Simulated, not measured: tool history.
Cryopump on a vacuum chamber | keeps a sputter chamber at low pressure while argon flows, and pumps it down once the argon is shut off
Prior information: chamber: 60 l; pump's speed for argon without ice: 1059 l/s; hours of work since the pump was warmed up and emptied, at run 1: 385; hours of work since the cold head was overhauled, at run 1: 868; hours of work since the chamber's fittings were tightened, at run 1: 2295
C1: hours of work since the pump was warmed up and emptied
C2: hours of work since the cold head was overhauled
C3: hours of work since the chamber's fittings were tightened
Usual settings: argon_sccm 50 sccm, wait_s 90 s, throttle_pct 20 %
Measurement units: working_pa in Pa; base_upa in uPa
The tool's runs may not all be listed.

run 1 hour=0.0 | argon_sccm=50 wait_s=90 throttle_pct=20 | C1=385 C2=868 C3=2295 | working_pa=0.4209 base_upa=4.19
run 2 hour=60.9 | argon_sccm=50 wait_s=90 throttle_pct=20 | C1=411 C2=893 C3=2321 | working_pa=0.4221 base_upa=4.27
run 3 hour=163.3 | argon_sccm=50 wait_s=90 throttle_pct=20 | C1=454 C2=937 C3=2364 | working_pa=0.4279 base_upa=4.53
-- hour=216.2 pump warmed up, emptied and cooled again
run 4 hour=224.4 | argon_sccm=50 wait_s=90 throttle_pct=20 | C1=3 C2=961 C3=2388 | working_pa=0.3984 base_upa=3.56
run 5 hour=312.2 | argon_sccm=50 wait_s=90 throttle_pct=20 | C1=41 C2=998 C3=2425 | working_pa=0.4021 base_upa=3.73
run 6 hour=365.7 | argon_sccm=50 wait_s=90 throttle_pct=20 | C1=63 C2=1020 C3=2448 | working_pa=0.4033 base_upa=3.72
run 7 hour=430.9 | argon_sccm=50 wait_s=26 throttle_pct=20 | C1=91 C2=1048 C3=2475 | working_pa=0.4028 base_upa=6.78
run 8 hour=533.2 | argon_sccm=50 wait_s=26 throttle_pct=20 | C1=134 C2=1091 C3=2519 | working_pa=0.4052 base_upa=6.91
run 9 hour=637.0 | argon_sccm=50 wait_s=26 throttle_pct=20 | C1=178 C2=1135 C3=2563 | working_pa=0.4065 base_upa=7.15
run 10 hour=695.3 | argon_sccm=50 wait_s=90 throttle_pct=20 | C1=203 C2=1160 C3=2587 | working_pa=0.4139 base_upa=4.19
run 11 hour=786.1 | argon_sccm=50 wait_s=90 throttle_pct=20 | C1=241 C2=1198 C3=2626 | working_pa=0.4096 base_upa=4.40
run 12 hour=876.6 | argon_sccm=50 wait_s=245 throttle_pct=20 | C1=280 C2=1237 C3=2664 | working_pa=0.4151 base_upa=3.72
-- hour=893.5 leaking fittings of the chamber tightened, without venting
run 13 hour=945.4 | argon_sccm=50 wait_s=90 throttle_pct=20 | C1=308 C2=1265 C3=22 | working_pa=0.4175 base_upa=1.58
run 14 hour=1014.6 | argon_sccm=50 wait_s=90 throttle_pct=23 | C1=337 C2=1294 C3=51 | working_pa=0.3687 base_upa=1.60
run 15 hour=1090.2 | argon_sccm=50 wait_s=90 throttle_pct=23 | C1=369 C2=1326 C3=83 | working_pa=0.3738 base_upa=1.65
run 16 hour=1155.7 | argon_sccm=50 wait_s=90 throttle_pct=23 | C1=397 C2=1354 C3=111 | working_pa=0.3691 base_upa=1.70
run 17 hour=1263.4 | argon_sccm=50 wait_s=90 throttle_pct=23 | C1=443 C2=1400 C3=157 | working_pa=0.3746 base_upa=1.85
-- hour=1347.1 pump warmed up, emptied and cooled again
run 18 hour=1371.1 | argon_sccm=50 wait_s=90 throttle_pct=23 | C1=10 C2=1443 C3=200 | working_pa=0.3478 base_upa=1.69
run 19 hour=1416.6 | argon_sccm=50 wait_s=90 throttle_pct=23 | C1=29 C2=1462 C3=219 | working_pa=0.3513 base_upa=1.69
run 20 hour=1494.2 | argon_sccm=44 wait_s=73 throttle_pct=20 | C1=62 C2=1495 C3=252 | working_pa=0.3572 base_upa=1.98
run 21 hour=1562.5 | argon_sccm=32 wait_s=30 throttle_pct=32 | C1=91 C2=1524 C3=281 | working_pa=0.1640 base_upa=4.07
run 22 hour=1655.8 | argon_sccm=81 wait_s=30 throttle_pct=32 | C1=131 C2=1564 C3=321 | working_pa=0.4188 base_upa=4.13
run 23 hour=1739.8 | argon_sccm=48 wait_s=30 throttle_pct=29 | C1=166 C2=1599 C3=356 | working_pa=0.2762 base_upa=4.21
run 24 hour=1794.6 | argon_sccm=23 wait_s=42 throttle_pct=42 | C1=189 C2=1623 C3=379 | working_pa=0.0931 base_upa=3.26
run 25 hour=1877.3 | argon_sccm=44 wait_s=42 throttle_pct=29 | C1=225 C2=1658 C3=415 | working_pa=0.2566 base_upa=3.22
run 26 hour=1927.4 | argon_sccm=50 wait_s=90 throttle_pct=22 | C1=246 C2=1679 C3=436 | working_pa=0.3773 base_upa=2.00
run 27 hour=1972.3 | argon_sccm=46 wait_s=54 throttle_pct=22 | C1=265 C2=1698 C3=455 | working_pa=0.3478 base_upa=2.75
run 28 hour=2077.1 | argon_sccm=63 wait_s=54 throttle_pct=23 | C1=309 C2=1742 C3=499 | working_pa=0.4615 base_upa=2.85
run 29 hour=2139.6 | argon_sccm=28 wait_s=23 throttle_pct=50 | C1=336 C2=1769 C3=526 | working_pa=0.1013 base_upa=5.41
run 30 hour=2186.6 | argon_sccm=36 wait_s=281 throttle_pct=20 | C1=356 C2=1789 C3=545 | working_pa=0.3046 base_upa=1.39
run 31 hour=2286.4 | argon_sccm=50 wait_s=90 throttle_pct=25 | C1=398 C2=1831 C3=588 | working_pa=0.3450 base_upa=2.25
run 32 hour=2387.1 | argon_sccm=24 wait_s=90 throttle_pct=20 | C1=440 C2=1873 C3=630 | working_pa=0.2052 base_upa=2.27
run 33 hour=2434.7 | argon_sccm=42 wait_s=90 throttle_pct=38 | C1=461 C2=1894 C3=651 | working_pa=0.2019 base_upa=2.41
-- hour=2473.6 pump warmed up, emptied and cooled again
run 34 hour=2515.1 | argon_sccm=50 wait_s=218 throttle_pct=41 | C1=18 C2=1926 C3=682 | working_pa=0.1971 base_upa=1.49

Branching from run 34: 3 alternative next runs. What would each branch give?
run A hour=2609.6 | argon_sccm=20 wait_s=69 throttle_pct=52 | C1=58 C2=1966 C3=722 | working_pa=? base_upa=?
run B hour=2609.6 | argon_sccm=64 wait_s=100 throttle_pct=20 | C1=58 C2=1966 C3=722 | working_pa=? base_upa=?
run C hour=2609.6 | argon_sccm=50 wait_s=218 throttle_pct=30 | C1=58 C2=1966 C3=722 | working_pa=? base_upa=?

run=A working_pa=0.0635 base_upa=2.52
run=B working_pa=0.5180 base_upa=2.06
run=C working_pa=0.2697 base_upa=1.53
Without the tool's unlogged condition, the same runs would have read:
run=A working_pa=0.0612 base_upa=1.77
run=B working_pa=0.5108 base_upa=1.32
run=C working_pa=0.2641 base_upa=0.77
